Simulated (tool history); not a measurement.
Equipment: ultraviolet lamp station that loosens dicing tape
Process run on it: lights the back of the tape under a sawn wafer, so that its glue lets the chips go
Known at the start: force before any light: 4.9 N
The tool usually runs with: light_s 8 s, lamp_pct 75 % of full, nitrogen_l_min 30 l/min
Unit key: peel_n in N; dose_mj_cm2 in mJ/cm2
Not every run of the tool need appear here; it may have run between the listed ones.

run,hour,light_s,lamp_pct,nitrogen_l_min,peel_n,dose_mj_cm2
1,0,8,75,30,0.645,411
2,61,8,75,30,0.67,405
3,126.8,8,83,30,0.572,425
4,200.2,8,83,30,0.619,423
5,279.6,8,83,30,0.659,409
# hour 358.3: window cleaned of glue's vapour
6,358.7,8,83,30,0.512,460
7,428.6,8,83,30,0.517,452
8,470.9,8,72,30,0.717,387
9,539.8,8,75,30,0.699,396
10,598.5,8,69,30,0.823,357
11,663.7,8,69,30,0.875,342
12,736.6,8,75,30,0.768,362
13,806,8,75,30,0.855,353
14,856.1,8,75,30,0.829,343
15,920,8,75,49,0.764,334
16,978.4,8,75,49,0.785,325
17,1061.6,8,75,30,0.992,315
18,1105.1,9,75,30,0.822,348
19,1186,8,75,30,1.067,295
20,1265.5,8,75,30,1.107,288
21,1328.9,8,75,30,1.27,277
# hour 1362.3: lamp changed
22,1402.7,8,75,30,0.541,441
# hour 1420.8: window cleaned of glue's vapour
23,1494.1,5,75,54,0.764,322
24,1536.3,5,75,54,0.833,316
25,1617.6,5,75,54,0.834,309
26,1706.6,8,75,39,0.417,473
27,1746.8,4,71,9,2.179,221
28,1791.9,6,90,11,0.979,418
29,1847,6,90,11,1.008,413
30,1909.8,8,95,24,0.372,557
31,1965,8,95,24,0.384,541
32,2010.6,8,89,46,0.358,500
33,2056.6,7,70,14,1.159,342
34,2106.6,7,70,19,1.038,335
35,2171.7,11,80,30,0.296,583
36,2247.7,7,75,15,1.165,335
37,2305.1,5,75,12,1.845,235
38,2348.4,6,69,12,1.696,258
39,2401.7,8,69,44,0.759,333
# hour 2485.4: window cleaned of glue's vapour
40,2489.5,9,83,40,0.334,512
41,2535.1,9,83,40,0.353,505
42,2586.3,6,92,40,0.683,364
43,2670.2,10,88,40,0.278,560
44,2732.6,10,88,40,0.296,554

Each row is a separate what-if for the run after 44, all from the same tool condition, not one after another. Results?
A,2804.1,8,75,40,?,?
B,2804.1,7,73,41,?,?
C,2804.1,10,88,37,?,?

run,peel_n,dose_mj_cm2
A,0.685,366
B,0.91,308
C,0.335,532
With the hidden condition removed and each run's random variation left untouched, the same runs would have given:
run,peel_n,dose_mj_cm2
A,0.3,549
B,0.428,463
C,0.146,798
